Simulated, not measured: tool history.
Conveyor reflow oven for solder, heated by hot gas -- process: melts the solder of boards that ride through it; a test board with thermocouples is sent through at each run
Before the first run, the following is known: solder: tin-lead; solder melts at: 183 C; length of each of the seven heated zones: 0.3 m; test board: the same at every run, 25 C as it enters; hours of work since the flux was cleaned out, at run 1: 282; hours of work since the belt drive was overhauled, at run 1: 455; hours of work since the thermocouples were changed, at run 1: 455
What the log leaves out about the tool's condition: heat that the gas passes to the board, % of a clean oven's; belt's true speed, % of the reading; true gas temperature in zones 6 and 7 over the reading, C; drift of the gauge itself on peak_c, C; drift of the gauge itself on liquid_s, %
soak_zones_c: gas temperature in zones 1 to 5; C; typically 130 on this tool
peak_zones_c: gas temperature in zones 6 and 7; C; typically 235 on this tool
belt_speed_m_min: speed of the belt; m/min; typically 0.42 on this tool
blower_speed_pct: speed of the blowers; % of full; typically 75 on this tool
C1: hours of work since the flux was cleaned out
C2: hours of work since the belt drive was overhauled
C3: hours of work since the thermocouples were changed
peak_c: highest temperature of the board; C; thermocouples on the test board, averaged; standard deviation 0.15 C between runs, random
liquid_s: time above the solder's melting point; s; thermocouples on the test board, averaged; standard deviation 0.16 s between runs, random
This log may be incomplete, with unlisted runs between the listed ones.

run 1 hour=0 | soak_zones_c=130 peak_zones_c=235 belt_speed_m_min=0.42 blower_speed_pct=75 | C1=282 C2=455 C3=455 | peak_c=218.1 liquid_s=62.4
run 2 hour=84.9 | soak_zones_c=130 peak_zones_c=235 belt_speed_m_min=0.42 blower_speed_pct=60 | C1=348 C2=521 C3=521 | peak_c=212.5 liquid_s=55.9
-- hour=190.2 thermocouples of zones 6 and 7 changed
run 3 hour=191.2 | soak_zones_c=130 peak_zones_c=224 belt_speed_m_min=0.42 blower_speed_pct=60 | C1=428 C2=602 C3=1 | peak_c=202.4 liquid_s=44.1
-- hour=236.8 flux residue cleaned out of gas plates and filters
run 4 hour=249.6 | soak_zones_c=130 peak_zones_c=235 belt_speed_m_min=0.42 blower_speed_pct=75 | C1=10 C2=643 C3=42 | peak_c=219.3 liquid_s=64.1
run 5 hour=307.7 | soak_zones_c=130 peak_zones_c=235 belt_speed_m_min=0.42 blower_speed_pct=75 | C1=55 C2=688 C3=87 | peak_c=219.2 liquid_s=64
run 6 hour=393.6 | soak_zones_c=130 peak_zones_c=235 belt_speed_m_min=0.42 blower_speed_pct=75 | C1=121 C2=754 C3=153 | peak_c=218.7 liquid_s=64
run 7 hour=491.6 | soak_zones_c=130 peak_zones_c=235 belt_speed_m_min=0.42 blower_speed_pct=75 | C1=197 C2=830 C3=229 | peak_c=218.6 liquid_s=63.3
-- hour=539.2 belt drive overhauled, speed set with a stopwatch
run 8 hour=585.9 | soak_zones_c=130 peak_zones_c=235 belt_speed_m_min=0.42 blower_speed_pct=75 | C1=267 C2=36 C3=299 | peak_c=218.5 liquid_s=63.5
run 9 hour=684.1 | soak_zones_c=130 peak_zones_c=235 belt_speed_m_min=0.42 blower_speed_pct=86 | C1=343 C2=112 C3=375 | peak_c=220.7 liquid_s=66.4
run 10 hour=751.2 | soak_zones_c=130 peak_zones_c=235 belt_speed_m_min=0.42 blower_speed_pct=58 | C1=394 C2=164 C3=427 | peak_c=212 liquid_s=56.4
run 11 hour=803.8 | soak_zones_c=130 peak_zones_c=235 belt_speed_m_min=0.344 blower_speed_pct=58 | C1=435 C2=204 C3=467 | peak_c=219.4 liquid_s=79.8
-- hour=838.5 flux residue cleaned out of gas plates and filters
run 12 hour=900 | soak_zones_c=130 peak_zones_c=235 belt_speed_m_min=0.344 blower_speed_pct=58 | C1=48 C2=275 C3=538 | peak_c=221.6 liquid_s=82.9
run 13 hour=952.5 | soak_zones_c=130 peak_zones_c=235 belt_speed_m_min=0.344 blower_speed_pct=58 | C1=88 C2=316 C3=578 | peak_c=221.6 liquid_s=82.5
-- hour=981 thermocouples of zones 6 and 7 changed
run 14 hour=1017.8 | soak_zones_c=130 peak_zones_c=235 belt_speed_m_min=0.344 blower_speed_pct=58 | C1=137 C2=364 C3=28 | peak_c=219.8 liquid_s=80.7
run 15 hour=1088.3 | soak_zones_c=130 peak_zones_c=235 belt_speed_m_min=0.344 blower_speed_pct=58 | C1=192 C2=419 C3=83 | peak_c=219.7 liquid_s=81.1
-- hour=1146.4 belt drive overhauled, speed set with a stopwatch, once more
run 16 hour=1159.3 | soak_zones_c=130 peak_zones_c=235 belt_speed_m_min=0.344 blower_speed_pct=58 | C1=243 C2=10 C3=135 | peak_c=218.4 liquid_s=76.1
run 17 hour=1232.2 | soak_zones_c=143 peak_zones_c=231 belt_speed_m_min=0.392 blower_speed_pct=75 | C1=300 C2=66 C3=191 | peak_c=217.3 liquid_s=71.7
run 18 hour=1329.9 | soak_zones_c=120 peak_zones_c=235 belt_speed_m_min=0.476 blower_speed_pct=75 | C1=375 C2=142 C3=267 | peak_c=209.3 liquid_s=43.1
run 19 hour=1410.2 | soak_zones_c=130 peak_zones_c=248 belt_speed_m_min=0.355 blower_speed_pct=75 | C1=437 C2=204 C3=329 | peak_c=233.1 liquid_s=86.4
-- hour=1444.8 flux residue cleaned out of gas plates and filters
run 20 hour=1476 | soak_zones_c=130 peak_zones_c=238 belt_speed_m_min=0.42 blower_speed_pct=75 | C1=24 C2=251 C3=376 | peak_c=221.9 liquid_s=65.5
run 21 hour=1546.7 | soak_zones_c=136 peak_zones_c=247 belt_speed_m_min=0.491 blower_speed_pct=75 | C1=79 C2=306 C3=430 | peak_c=224.5 liquid_s=58.9
run 22 hour=1591.8 | soak_zones_c=139 peak_zones_c=240 belt_speed_m_min=0.347 blower_speed_pct=56 | C1=114 C2=340 C3=465 | peak_c=224.9 liquid_s=86.4
run 23 hour=1661.2 | soak_zones_c=134 peak_zones_c=249 belt_speed_m_min=0.42 blower_speed_pct=59 | C1=167 C2=394 C3=519 | peak_c=225.4 liquid_s=69.3
run 24 hour=1711.7 | soak_zones_c=134 peak_zones_c=249 belt_speed_m_min=0.42 blower_speed_pct=59 | C1=206 C2=433 C3=558 | peak_c=225.3 liquid_s=69.1
-- hour=1768.7 thermocouples of zones 6 and 7 changed
run 25 hour=1796.2 | soak_zones_c=134 peak_zones_c=249 belt_speed_m_min=0.483 blower_speed_pct=67 | C1=270 C2=497 C3=21 | peak_c=221.2 liquid_s=57.4
run 26 hour=1893.6 | soak_zones_c=134 peak_zones_c=249 belt_speed_m_min=0.483 blower_speed_pct=67 | C1=345 C2=572 C3=96 | peak_c=221 liquid_s=56.7
run 27 hour=1960.5 | soak_zones_c=130 peak_zones_c=235 belt_speed_m_min=0.432 blower_speed_pct=82 | C1=397 C2=624 C3=148 | peak_c=217.1 liquid_s=60.4
-- hour=2046.7 flux residue cleaned out of gas plates and filters
run 28 hour=2046.7 | soak_zones_c=127 peak_zones_c=235 belt_speed_m_min=0.468 blower_speed_pct=52 | C1=0 C2=687 C3=211 | peak_c=205.3 liquid_s=41.4
run 29 hour=2111.6 | soak_zones_c=119 peak_zones_c=235 belt_speed_m_min=0.396 blower_speed_pct=59 | C1=50 C2=737 C3=261 | peak_c=213.9 liquid_s=58.4
run 30 hour=2168.6 | soak_zones_c=119 peak_zones_c=235 belt_speed_m_min=0.396 blower_speed_pct=59 | C1=94 C2=781 C3=305 | peak_c=213.9 liquid_s=58.3

Predict each of these 4 candidate next runs independently; none follows another, all start after run 30:
run A hour=2246.7 | soak_zones_c=119 peak_zones_c=235 belt_speed_m_min=0.396 blower_speed_pct=52 | C1=155 C2=841 C3=366 | peak_c=? liquid_s=?
run B hour=2246.7 | soak_zones_c=143 peak_zones_c=232 belt_speed_m_min=0.424 blower_speed_pct=59 | C1=155 C2=841 C3=366 | peak_c=? liquid_s=?
run C hour=2246.7 | soak_zones_c=126 peak_zones_c=235 belt_speed_m_min=0.396 blower_speed_pct=59 | C1=155 C2=841 C3=366 | peak_c=? liquid_s=?
run D hour=2246.7 | soak_zones_c=127 peak_zones_c=235 belt_speed_m_min=0.38 blower_speed_pct=59 | C1=155 C2=841 C3=366 | peak_c=? liquid_s=?

run=A peak_c=210.1 liquid_s=53.8
run=B peak_c=213.1 liquid_s=62.6
run=C peak_c=214.8 liquid_s=62
run=D peak_c=216.7 liquid_s=67.2
With the hidden condition removed and each run's random variation left untouched, the same runs would have given:
run=A peak_c=209.4 liquid_s=51.7
run=B peak_c=212.5 liquid_s=60.5
run=C peak_c=214.2 liquid_s=60
run=D peak_c=216.1 liquid_s=65

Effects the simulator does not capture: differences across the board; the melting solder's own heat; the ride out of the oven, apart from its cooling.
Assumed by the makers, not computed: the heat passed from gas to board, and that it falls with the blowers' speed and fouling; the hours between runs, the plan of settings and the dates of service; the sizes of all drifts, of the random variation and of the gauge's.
